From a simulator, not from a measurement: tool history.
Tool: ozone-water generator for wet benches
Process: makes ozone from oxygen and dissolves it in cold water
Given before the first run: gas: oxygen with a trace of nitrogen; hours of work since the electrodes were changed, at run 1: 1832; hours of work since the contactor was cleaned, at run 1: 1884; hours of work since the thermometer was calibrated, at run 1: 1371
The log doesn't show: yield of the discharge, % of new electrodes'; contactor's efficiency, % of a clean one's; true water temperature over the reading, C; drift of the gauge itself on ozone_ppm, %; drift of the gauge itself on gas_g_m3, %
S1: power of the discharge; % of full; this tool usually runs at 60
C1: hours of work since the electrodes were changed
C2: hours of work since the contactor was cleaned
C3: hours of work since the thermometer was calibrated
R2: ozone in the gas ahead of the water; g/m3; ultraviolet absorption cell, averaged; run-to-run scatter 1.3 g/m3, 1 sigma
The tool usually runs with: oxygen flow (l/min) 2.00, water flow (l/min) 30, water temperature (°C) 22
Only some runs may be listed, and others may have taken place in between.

{"run": 1, "day": 0.0, "S1": 60, "oxygen flow (l/min)": 2.0, "water flow (l/min)": 30, "water temperature (°C)": 22, "C1": 1832, "C2": 1884, "C3": 1371, "dissolved ozone (ppm)": 10.1, "R2": 238.1}
{"run": 2, "day": 1.596, "S1": 60, "oxygen flow (l/min)": 2.0, "water flow (l/min)": 35, "water temperature (°C)": 22, "C1": 1869, "C2": 1921, "C3": 1408, "dissolved ozone (ppm)": 8.7, "R2": 240.9}
{"run": 3, "day": 2.779, "S1": 60, "oxygen flow (l/min)": 2.0, "water flow (l/min)": 30, "water temperature (°C)": 22, "C1": 1897, "C2": 1949, "C3": 1436, "dissolved ozone (ppm)": 10.1, "R2": 239.7}
{"run": 4, "day": 3.588, "S1": 60, "oxygen flow (l/min)": 2.0, "water flow (l/min)": 30, "water temperature (°C)": 22, "C1": 1916, "C2": 1968, "C3": 1455, "dissolved ozone (ppm)": 10.1, "R2": 238.5}
{"run": 5, "day": 4.9, "S1": 60, "oxygen flow (l/min)": 2.0, "water flow (l/min)": 30, "water temperature (°C)": 22, "C1": 1947, "C2": 1999, "C3": 1486, "dissolved ozone (ppm)": 10.1, "R2": 235.6}
{"run": 6, "day": 5.871, "S1": 60, "oxygen flow (l/min)": 2.0, "water flow (l/min)": 30, "water temperature (°C)": 22, "C1": 1970, "C2": 2022, "C3": 1509, "dissolved ozone (ppm)": 10.1, "R2": 239.1}
{"run": 7, "day": 6.9, "S1": 60, "oxygen flow (l/min)": 2.0, "water flow (l/min)": 30, "water temperature (°C)": 22, "C1": 1994, "C2": 2046, "C3": 1533, "dissolved ozone (ppm)": 9.9, "R2": 238.9}
{"run": 8, "day": 8.546, "S1": 60, "oxygen flow (l/min)": 2.0, "water flow (l/min)": 30, "water temperature (°C)": 22, "C1": 2033, "C2": 2085, "C3": 1572, "dissolved ozone (ppm)": 10.1, "R2": 239.0}
{"run": 9, "day": 9.996, "S1": 60, "oxygen flow (l/min)": 2.0, "water flow (l/min)": 30, "water temperature (°C)": 22, "C1": 2067, "C2": 2119, "C3": 1606, "dissolved ozone (ppm)": 10.0, "R2": 235.6}
{"run": 10, "day": 10.862, "S1": 60, "oxygen flow (l/min)": 2.0, "water flow (l/min)": 30, "water temperature (°C)": 22, "C1": 2088, "C2": 2140, "C3": 1627, "dissolved ozone (ppm)": 9.9, "R2": 238.9}
{"run": 11, "day": 12.571, "S1": 60, "oxygen flow (l/min)": 2.0, "water flow (l/min)": 34, "water temperature (°C)": 22, "C1": 2128, "C2": 2180, "C3": 1667, "dissolved ozone (ppm)": 8.8, "R2": 238.3}
{"run": 12, "day": 14.404, "S1": 60, "oxygen flow (l/min)": 2.0, "water flow (l/min)": 34, "water temperature (°C)": 22, "C1": 2171, "C2": 2223, "C3": 1710, "dissolved ozone (ppm)": 8.8, "R2": 236.1}
{"run": 13, "day": 15.792, "S1": 60, "oxygen flow (l/min)": 2.0, "water flow (l/min)": 34, "water temperature (°C)": 22, "C1": 2204, "C2": 2256, "C3": 1743, "dissolved ozone (ppm)": 9.0, "R2": 235.7}
{"run": 14, "day": 16.654, "S1": 73, "oxygen flow (l/min)": 2.0, "water flow (l/min)": 28, "water temperature (°C)": 22, "C1": 2224, "C2": 2276, "C3": 1763, "dissolved ozone (ppm)": 13.0, "R2": 283.2}
{"run": 15, "day": 18.421, "S1": 60, "oxygen flow (l/min)": 2.0, "water flow (l/min)": 42, "water temperature (°C)": 22, "C1": 2266, "C2": 2318, "C3": 1805, "dissolved ozone (ppm)": 7.0, "R2": 237.2}
{"run": 16, "day": 19.417, "S1": 60, "oxygen flow (l/min)": 2.17, "water flow (l/min)": 30, "water temperature (°C)": 22, "C1": 2289, "C2": 2341, "C3": 1828, "dissolved ozone (ppm)": 10.3, "R2": 227.3}
{"run": 17, "day": 20.996, "S1": 60, "oxygen flow (l/min)": 1.51, "water flow (l/min)": 21, "water temperature (°C)": 26, "C1": 2326, "C2": 2378, "C3": 1865, "dissolved ozone (ppm)": 12.7, "R2": 273.9}
{"run": 18, "day": 21.838, "S1": 96, "oxygen flow (l/min)": 1.98, "water flow (l/min)": 27, "water temperature (°C)": 17, "C1": 2346, "C2": 2398, "C3": 1885, "dissolved ozone (ppm)": 17.7, "R2": 363.6}
{"run": 19, "day": 23.721, "S1": 60, "oxygen flow (l/min)": 3.03, "water flow (l/min)": 30, "water temperature (°C)": 22, "C1": 2391, "C2": 2443, "C3": 1930, "dissolved ozone (ppm)": 11.4, "R2": 189.6}
{"run": 20, "day": 25.042, "S1": 60, "oxygen flow (l/min)": 3.03, "water flow (l/min)": 30, "water temperature (°C)": 22, "C1": 2422, "C2": 2474, "C3": 1961, "dissolved ozone (ppm)": 11.3, "R2": 191.9}
{"run": 21, "day": 25.925, "S1": 60, "oxygen flow (l/min)": 3.03, "water flow (l/min)": 30, "water temperature (°C)": 22, "C1": 2443, "C2": 2495, "C3": 1982, "dissolved ozone (ppm)": 11.6, "R2": 188.9}
{"run": 22, "day": 27.725, "S1": 60, "oxygen flow (l/min)": 3.03, "water flow (l/min)": 30, "water temperature (°C)": 22, "C1": 2485, "C2": 2537, "C3": 2024, "dissolved ozone (ppm)": 11.3, "R2": 189.6}
{"run": 23, "day": 29.283, "S1": 60, "oxygen flow (l/min)": 2.4, "water flow (l/min)": 30, "water temperature (°C)": 24, "C1": 2522, "C2": 2574, "C3": 2061, "dissolved ozone (ppm)": 10.5, "R2": 213.8}
{"run": 24, "day": 30.179, "S1": 60, "oxygen flow (l/min)": 2.0, "water flow (l/min)": 38, "water temperature (°C)": 22, "C1": 2543, "C2": 2595, "C3": 2082, "dissolved ozone (ppm)": 7.8, "R2": 233.4}
{"run": 25, "day": 31.129, "S1": 60, "oxygen flow (l/min)": 2.0, "water flow (l/min)": 38, "water temperature (°C)": 22, "C1": 2565, "C2": 2617, "C3": 2104, "dissolved ozone (ppm)": 7.9, "R2": 236.8}

Branching from run 25: 3 alternative next runs. What would each branch give?
{"run": "A", "day": 33.038, "S1": 60, "oxygen flow (l/min)": 1.61, "water flow (l/min)": 38, "water temperature (°C)": 21, "C1": 2610, "C2": 2662, "C3": 2149, "dissolved ozone (ppm)": "?", "R2": "?"}
{"run": "B", "day": 33.038, "S1": 60, "oxygen flow (l/min)": 3.0, "water flow (l/min)": 38, "water temperature (°C)": 16, "C1": 2610, "C2": 2662, "C3": 2149, "dissolved ozone (ppm)": "?", "R2": "?"}
{"run": "C", "day": 33.038, "S1": 57, "oxygen flow (l/min)": 1.86, "water flow (l/min)": 28, "water temperature (°C)": 22, "C1": 2610, "C2": 2662, "C3": 2149, "dissolved ozone (ppm)": "?", "R2": "?"}

run=A dissolved_ozone_(ppm)=7.3 R2=260.7
run=B dissolved_ozone_(ppm)=9.2 R2=190.0
run=C dissolved_ozone_(ppm)=10.1 R2=230.1
Without the tool's unlogged condition, the same runs would have read:
run=A dissolved_ozone_(ppm)=7.3 R2=267.4
run=B dissolved_ozone_(ppm)=9.2 R2=194.9
run=C dissolved_ozone_(ppm)=10.1 R2=236.0
